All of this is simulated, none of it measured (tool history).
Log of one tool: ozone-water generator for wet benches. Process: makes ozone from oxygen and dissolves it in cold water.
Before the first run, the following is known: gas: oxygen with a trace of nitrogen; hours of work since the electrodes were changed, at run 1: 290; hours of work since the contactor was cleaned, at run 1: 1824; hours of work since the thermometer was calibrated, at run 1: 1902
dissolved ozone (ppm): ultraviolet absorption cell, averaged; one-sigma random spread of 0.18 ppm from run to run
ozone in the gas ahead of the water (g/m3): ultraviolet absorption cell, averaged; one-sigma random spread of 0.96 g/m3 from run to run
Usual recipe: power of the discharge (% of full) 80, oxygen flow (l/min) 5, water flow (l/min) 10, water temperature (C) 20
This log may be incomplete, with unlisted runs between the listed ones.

run   hour  power of the discharge (% of full)  oxygen flow (l/min)  water flow (l/min)  water temperature (C)  hours of work since the electrodes were changed  hours of work since the contactor was cleaned  hours of work since the thermometer was calibrated  dissolved ozone (ppm)  ozone in the gas ahead of the water (g/m3)
  1      0                                  80                    5                  10                     20                                              290                                           1824                                                1902                   24.2                                       162.5
  2   31.8                                  80                    5                  10                     20                                              314                                           1848                                                1927                     24                                       164.8
  3   59.7                                  80                    5                   7                     20                                              336                                           1869                                                1948                   29.4                                       162.8
  4   84.9                                  80                    5                   7                     20                                              355                                           1889                                                1967                   29.6                                       163.2
  5  109.5                                  80                    5                   7                     20                                              374                                           1907                                                1986                   28.9                                       162.5
  6  134.7                                  80                    5                   7                     20                                              393                                           1927                                                2005                     29                                       160.7
  7  169.7                                  80                    5                   7                     20                                              420                                           1954                                                2032                   29.1                                       162.7
  8    187                                  80                    5                  10                     21                                              433                                           1967                                                2045                   23.1                                       163.6
  9  223.9                                  80                    5                  10                     20                                              461                                           1995                                                2074                   23.7                                       162.7
 10  245.8                                  80                    5                  10                     20                                              478                                           2012                                                2090                   23.9                                       162.9
 11  272.2                                  80                    5                  10                     20                                              498                                           2032                                                2110                   23.8                                       161.9
 12  313.5                                  61                    5                  10                     20                                              530                                           2064                                                2142                   18.6                                       127.9
 13  335.1                                  80                    5                  10                     20                                              547                                           2080                                                2159                     24                                         163
 14    352                                  80                    5                  10                     20                                              560                                           2093                                                2172                   23.7                                       161.3
 15  385.2                                  80                    5                  11                     20                                              585                                           2118                                                2197                   22.5                                         161
 16  416.1                                  57                 5.43                   8                     28                                              609                                           2142                                                2221                   16.4                                       114.9
 17  447.2                                  61                    5                   9                     20                                              632                                           2166                                                2244                   19.7                                       127.2
 18  476.7                                  57                 6.01                  10                     20                                              655                                           2188                                                2267                   16.9                                       105.9
 19  498.7                                  57                 6.01                  10                     20                                              672                                           2205                                                2284                   16.7                                         107
 20  518.2                                  57                 6.01                  10                     20                                              687                                           2220                                                2299                   16.7                                       107.3
 21  544.3                                  57                 6.01                  10                     20                                              707                                           2240                                                2319                   16.7                                       106.7
 22  583.7                                  80                 6.07                  10                     20                                              737                                           2270                                                2349                   22.4                                       141.3
 23  603.6                                  80                 6.07                  10                     20                                              752                                           2286                                                2364                   22.5                                       140.3
 24  637.8                                  80                 6.07                  10                     18                                              778                                           2312                                                2390                   23.3                                       142.3
 25    672                                  95                    5                  13                     20                                              804                                           2338                                                2416                     23                                       184.9
 26  698.3                                  80                    5                   8                     13                                              825                                           2358                                                2437                   30.9                                       161.2
 27  718.9                                  77                 5.56                   8                     13                                              840                                           2374                                                2452                   29.4                                       144.1
 28  755.4                                  80                    5                  12                     23                                              868                                           2402                                                2480                   19.9                                       158.9
 29  787.5                                  80                 6.53                  10                     15                                              893                                           2426                                                2505                   24.2                                       135.1

Selected run-to-run steps in dissolved ozone (ppm), each split into two signed amounts: the part the tool would show with no hidden state at all (from settings, incoming material and random variation), and the remainder, which goes to the hidden state together with any gauge scatter not common to the measured and the hidden-state-free results:
Hidden conditions of the tool in this case: yield of the discharge, % of new electrodes'; contactor's efficiency, % of a clean one's; true water temperature over the reading, C; drift of the gauge itself on ozone_ppm, %; drift of the gauge itself on gas_g_m3, %.
Run 11 -> 12: power of the discharge (% of full) 80 -> 61. dissolved ozone (ppm) -5.2: hidden state +0.3, all else -5.5.
Run 15 -> 16: power of the discharge (% of full) 80 -> 57, oxygen flow (l/min) 5 -> 5.43, water flow (l/min) 11 -> 8, water temperature (C) 20 -> 28. dissolved ozone (ppm) -6.1: hidden state +0.4, all else -6.5.
Run 25 -> 26: power of the discharge (% of full) 95 -> 80, water flow (l/min) 13 -> 8, water temperature (C) 20 -> 13. dissolved ozone (ppm) +7.9: hidden state -0.2, all else +8.1.
Run 27 -> 28: power of the discharge (% of full) 77 -> 80, oxygen flow (l/min) 5.56 -> 5, water flow (l/min) 8 -> 12, water temperature (C) 13 -> 23. dissolved ozone (ppm) -9.5: hidden state +0.3, all else -9.8.

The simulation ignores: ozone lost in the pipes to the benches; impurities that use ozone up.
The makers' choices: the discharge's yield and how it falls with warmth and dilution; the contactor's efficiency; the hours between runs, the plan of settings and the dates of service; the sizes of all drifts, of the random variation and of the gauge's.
